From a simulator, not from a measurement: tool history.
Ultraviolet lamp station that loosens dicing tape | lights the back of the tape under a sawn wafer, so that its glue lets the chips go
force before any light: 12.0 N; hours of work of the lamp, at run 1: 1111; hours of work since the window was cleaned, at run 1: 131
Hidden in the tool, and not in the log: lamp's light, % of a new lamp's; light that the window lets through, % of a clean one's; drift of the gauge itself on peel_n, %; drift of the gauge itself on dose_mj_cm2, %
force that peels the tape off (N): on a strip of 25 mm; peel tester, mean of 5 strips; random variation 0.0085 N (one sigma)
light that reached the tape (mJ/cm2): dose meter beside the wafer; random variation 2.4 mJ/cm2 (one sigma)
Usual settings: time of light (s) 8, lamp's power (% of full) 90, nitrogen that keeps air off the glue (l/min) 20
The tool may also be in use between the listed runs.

run,hour,time of light (s),lamp's power (% of full),nitrogen that keeps air off the glue (l/min),hours of work of the lamp,hours of work since the window was cleaned,force that peels the tape off (N),light that reached the tape (mJ/cm2)
1,0.0,8,90,20,1111,131,0.798,191
2,61.2,8,62,20,1139,160,1.779,128
3,109.8,8,90,20,1162,183,0.832,190
4,154.5,8,90,20,1183,204,0.842,183
5,194.7,8,90,20,1202,223,0.867,184
6,227.6,8,90,20,1218,238,0.899,177
7,283.7,8,90,20,1244,265,0.921,179
8,314.0,8,90,13,1258,279,1.204,177
9,367.3,8,90,13,1283,304,1.193,174
10,408.9,14,90,20,1303,323,0.292,306
11,465.0,4,94,6,1329,350,4.601,90
12,502.3,4,97,6,1347,367,4.355,88

The next listed run, before its measurement:
13,550.5,4,78,30,1370,390,?,?

force that peels the tape off (N): 3.579
light that reached the tape (mJ/cm2): 72
Without the tool's hidden state the same run would have given force that peels the tape off (N) 1.696, light that reached the tape (mJ/cm2) 119.

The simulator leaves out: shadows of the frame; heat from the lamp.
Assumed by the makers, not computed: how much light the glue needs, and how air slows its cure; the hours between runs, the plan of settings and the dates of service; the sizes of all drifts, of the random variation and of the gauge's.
